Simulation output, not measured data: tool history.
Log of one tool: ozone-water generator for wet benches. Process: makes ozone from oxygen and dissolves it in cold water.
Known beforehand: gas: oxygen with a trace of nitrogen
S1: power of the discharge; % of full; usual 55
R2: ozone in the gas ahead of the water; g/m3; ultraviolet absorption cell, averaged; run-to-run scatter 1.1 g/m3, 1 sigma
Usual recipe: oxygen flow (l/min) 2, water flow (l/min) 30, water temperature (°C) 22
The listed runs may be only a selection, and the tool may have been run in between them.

run 1 day=0 | S1=55 oxygen_flow_(l/min)=2 water_flow_(l/min)=30 water_temperature_(°C)=22 | dissolved_ozone_(ppm)=6.2 R2=184.5
run 2 day=1.896 | S1=55 oxygen_flow_(l/min)=1.59 water_flow_(l/min)=30 water_temperature_(°C)=22 | dissolved_ozone_(ppm)=5.4 R2=201.5
run 3 day=3.696 | S1=55 oxygen_flow_(l/min)=1.59 water_flow_(l/min)=30 water_temperature_(°C)=22 | dissolved_ozone_(ppm)=5.6 R2=205.9
run 4 day=6.742 | S1=54 oxygen_flow_(l/min)=2 water_flow_(l/min)=30 water_temperature_(°C)=22 | dissolved_ozone_(ppm)=5.8 R2=182
run 5 day=8.975 | S1=41 oxygen_flow_(l/min)=2 water_flow_(l/min)=30 water_temperature_(°C)=22 | dissolved_ozone_(ppm)=4.7 R2=145.8
-- day=9.588 water thermometer calibrated
run 6 day=11.233 | S1=55 oxygen_flow_(l/min)=2.29 water_flow_(l/min)=30 water_temperature_(°C)=22 | dissolved_ozone_(ppm)=6.4 R2=172.7
run 7 day=14.033 | S1=55 oxygen_flow_(l/min)=3.02 water_flow_(l/min)=30 water_temperature_(°C)=22 | dissolved_ozone_(ppm)=6.7 R2=153.6
run 8 day=15.942 | S1=55 oxygen_flow_(l/min)=3.02 water_flow_(l/min)=30 water_temperature_(°C)=22 | dissolved_ozone_(ppm)=6.9 R2=156.4
run 9 day=18.958 | S1=55 oxygen_flow_(l/min)=3.02 water_flow_(l/min)=30 water_temperature_(°C)=22 | dissolved_ozone_(ppm)=6.8 R2=154.9
run 10 day=21.258 | S1=55 oxygen_flow_(l/min)=2 water_flow_(l/min)=30 water_temperature_(°C)=22 | dissolved_ozone_(ppm)=5.9 R2=186.6
run 11 day=23.55 | S1=55 oxygen_flow_(l/min)=2 water_flow_(l/min)=30 water_temperature_(°C)=22 | dissolved_ozone_(ppm)=5.9 R2=183.6
run 12 day=24.821 | S1=55 oxygen_flow_(l/min)=2 water_flow_(l/min)=30 water_temperature_(°C)=22 | dissolved_ozone_(ppm)=5.9 R2=186.3
run 13 day=27.4 | S1=55 oxygen_flow_(l/min)=2 water_flow_(l/min)=30 water_temperature_(°C)=22 | dissolved_ozone_(ppm)=6 R2=185.4
run 14 day=29.558 | S1=55 oxygen_flow_(l/min)=2 water_flow_(l/min)=20 water_temperature_(°C)=22 | dissolved_ozone_(ppm)=9 R2=183.9
run 15 day=32.096 | S1=55 oxygen_flow_(l/min)=2 water_flow_(l/min)=20 water_temperature_(°C)=22 | dissolved_ozone_(ppm)=9.3 R2=184
run 16 day=33.908 | S1=55 oxygen_flow_(l/min)=2 water_flow_(l/min)=20 water_temperature_(°C)=22 | dissolved_ozone_(ppm)=9.2 R2=184.5
run 17 day=36.167 | S1=55 oxygen_flow_(l/min)=2 water_flow_(l/min)=23 water_temperature_(°C)=16 | dissolved_ozone_(ppm)=8.2 R2=184.6
run 18 day=38.142 | S1=55 oxygen_flow_(l/min)=2 water_flow_(l/min)=23 water_temperature_(°C)=16 | dissolved_ozone_(ppm)=8.4 R2=183.2
run 19 day=39.888 | S1=55 oxygen_flow_(l/min)=2 water_flow_(l/min)=23 water_temperature_(°C)=16 | dissolved_ozone_(ppm)=8.4 R2=184.4
run 20 day=42.296 | S1=65 oxygen_flow_(l/min)=3.53 water_flow_(l/min)=33 water_temperature_(°C)=23 | dissolved_ozone_(ppm)=7.4 R2=167.6
run 21 day=44.633 | S1=65 oxygen_flow_(l/min)=3.53 water_flow_(l/min)=33 water_temperature_(°C)=23 | dissolved_ozone_(ppm)=7.5 R2=166.6
run 22 day=46.329 | S1=55 oxygen_flow_(l/min)=2 water_flow_(l/min)=46 water_temperature_(°C)=15 | dissolved_ozone_(ppm)=3.8 R2=185.6
run 23 day=47.596 | S1=55 oxygen_flow_(l/min)=1.05 water_flow_(l/min)=46 water_temperature_(°C)=15 | dissolved_ozone_(ppm)=2.8 R2=241.8
run 24 day=49.658 | S1=55 oxygen_flow_(l/min)=1.05 water_flow_(l/min)=46 water_temperature_(°C)=15 | dissolved_ozone_(ppm)=2.8 R2=241.6
run 25 day=51.771 | S1=45 oxygen_flow_(l/min)=1.05 water_flow_(l/min)=46 water_temperature_(°C)=16 | dissolved_ozone_(ppm)=2.3 R2=204.8
run 26 day=53.038 | S1=45 oxygen_flow_(l/min)=1.05 water_flow_(l/min)=46 water_temperature_(°C)=16 | dissolved_ozone_(ppm)=2.2 R2=205.6
run 27 day=55.258 | S1=55 oxygen_flow_(l/min)=1.02 water_flow_(l/min)=42 water_temperature_(°C)=24 | dissolved_ozone_(ppm)=2.9 R2=243.3
run 28 day=57.471 | S1=55 oxygen_flow_(l/min)=1.02 water_flow_(l/min)=42 water_temperature_(°C)=24 | dissolved_ozone_(ppm)=3 R2=245.6
run 29 day=58.767 | S1=69 oxygen_flow_(l/min)=2.79 water_flow_(l/min)=30 water_temperature_(°C)=22 | dissolved_ozone_(ppm)=8.1 R2=195.1
run 30 day=60.225 | S1=72 oxygen_flow_(l/min)=2.38 water_flow_(l/min)=23 water_temperature_(°C)=22 | dissolved_ozone_(ppm)=10.7 R2=214
run 31 day=63.225 | S1=72 oxygen_flow_(l/min)=2.38 water_flow_(l/min)=21 water_temperature_(°C)=22 | dissolved_ozone_(ppm)=11.6 R2=215.3
run 32 day=64.725 | S1=87 oxygen_flow_(l/min)=1.41 water_flow_(l/min)=36 water_temperature_(°C)=16 | dissolved_ozone_(ppm)=6.3 R2=313

Branching from run 32: 5 alternative next runs. What would each branch give?
run A day=66.325 | S1=87 oxygen_flow_(l/min)=1.41 water_flow_(l/min)=42 water_temperature_(°C)=22 | dissolved_ozone_(ppm)=? R2=?
run B day=66.325 | S1=87 oxygen_flow_(l/min)=1.9 water_flow_(l/min)=36 water_temperature_(°C)=24 | dissolved_ozone_(ppm)=? R2=?
run C day=66.325 | S1=52 oxygen_flow_(l/min)=2 water_flow_(l/min)=18 water_temperature_(°C)=15 | dissolved_ozone_(ppm)=? R2=?
run D day=66.325 | S1=55 oxygen_flow_(l/min)=2 water_flow_(l/min)=30 water_temperature_(°C)=21 | dissolved_ozone_(ppm)=? R2=?
run E day=66.325 | S1=51 oxygen_flow_(l/min)=1.28 water_flow_(l/min)=30 water_temperature_(°C)=20 | dissolved_ozone_(ppm)=? R2=?

run=A dissolved_ozone_(ppm)=5.1 R2=310.7
run=B dissolved_ozone_(ppm)=6.9 R2=274
run=C dissolved_ozone_(ppm)=10.2 R2=177.3
run=D dissolved_ozone_(ppm)=6.2 R2=185.2
run=E dissolved_ozone_(ppm)=4.6 R2=207.1
Had the tool no hidden state, the same runs would have come out as:
run=A dissolved_ozone_(ppm)=5.1 R2=311.4
run=B dissolved_ozone_(ppm)=6.9 R2=274.6
run=C dissolved_ozone_(ppm)=10.2 R2=177.5
run=D dissolved_ozone_(ppm)=6.2 R2=185.4
run=E dissolved_ozone_(ppm)=4.6 R2=207.3
